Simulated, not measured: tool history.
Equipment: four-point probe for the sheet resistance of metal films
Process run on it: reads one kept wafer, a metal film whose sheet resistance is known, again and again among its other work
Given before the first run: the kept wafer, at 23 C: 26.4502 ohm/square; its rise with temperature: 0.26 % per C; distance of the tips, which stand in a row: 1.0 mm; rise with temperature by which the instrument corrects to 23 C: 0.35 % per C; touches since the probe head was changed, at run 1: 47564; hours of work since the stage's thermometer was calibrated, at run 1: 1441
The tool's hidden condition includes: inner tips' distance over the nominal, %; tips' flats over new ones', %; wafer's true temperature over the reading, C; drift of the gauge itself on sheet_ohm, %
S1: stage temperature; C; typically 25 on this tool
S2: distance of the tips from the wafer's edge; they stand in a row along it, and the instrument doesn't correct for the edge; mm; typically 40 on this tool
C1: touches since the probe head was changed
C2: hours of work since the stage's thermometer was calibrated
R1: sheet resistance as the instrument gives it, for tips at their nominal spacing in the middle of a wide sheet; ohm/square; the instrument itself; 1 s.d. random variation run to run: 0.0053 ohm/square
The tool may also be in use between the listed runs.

run 1 day=0.000 | S1=25 S2=40 | C1=47564 C2=1441 | R1=26.405337
run 2 day=3.804 | S1=25 S2=40 | C1=50183 C2=1487 | R1=26.399463
run 3 day=8.992 | S1=30 S2=40 | C1=53759 C2=1550 | R1=26.262661
run 4 day=14.442 | S1=25 S2=40 | C1=57515 C2=1617 | R1=26.386669
run 5 day=20.158 | S1=25 S2=40 | C1=61453 C2=1686 | R1=26.384910
run 6 day=26.083 | S1=25 S2=40 | C1=65535 C2=1759 | R1=26.382433
run 7 day=29.054 | S1=25 S2=40 | C1=67580 C2=1795 | R1=26.369382
run 8 day=32.854 | S1=25 S2=40 | C1=70200 C2=1841 | R1=26.384367
run 9 day=37.275 | S1=25 S2=40 | C1=73246 C2=1895 | R1=26.376299
run 10 day=39.775 | S1=25 S2=7 | C1=74965 C2=1925 | R1=26.653087
run 11 day=43.746 | S1=28 S2=51 | C1=77703 C2=1974 | R1=26.296887
run 12 day=46.558 | S1=30 S2=3 | C1=79639 C2=2008 | R1=27.716035
run 13 day=51.996 | S1=30 S2=3 | C1=83386 C2=2074 | R1=27.718502
run 14 day=54.858 | S1=28 S2=54 | C1=85359 C2=2109 | R1=26.291444
run 15 day=59.488 | S1=28 S2=32 | C1=88548 C2=2166 | R1=26.300625
run 16 day=64.933 | S1=20 S2=3 | C1=92300 C2=2232 | R1=27.957748
run 17 day=69.121 | S1=23 S2=4 | C1=95186 C2=2283 | R1=27.250634
run 18 day=71.967 | S1=23 S2=4 | C1=97144 C2=2318 | R1=27.256951
run 19 day=75.304 | S1=24 S2=11 | C1=99444 C2=2358 | R1=26.477135
run 20 day=78.912 | S1=25 S2=54 | C1=101931 C2=2402 | R1=26.351996

Here are 3 independent what-if runs from the current tool condition. What would each one return?
run A day=84.038 | S1=29 S2=4 | C1=105461 C2=2465 | R1=?
run B day=84.038 | S1=31 S2=40 | C1=105461 C2=2465 | R1=?
run C day=84.038 | S1=20 S2=14 | C1=105461 C2=2465 | R1=?

run=A R1=27.096700
run=B R1=26.211543
run=C R1=26.539518
Had the tool no hidden state, the same runs would have come out as:
run=A R1=27.159983
run=B R1=26.273123
run=C R1=26.601068

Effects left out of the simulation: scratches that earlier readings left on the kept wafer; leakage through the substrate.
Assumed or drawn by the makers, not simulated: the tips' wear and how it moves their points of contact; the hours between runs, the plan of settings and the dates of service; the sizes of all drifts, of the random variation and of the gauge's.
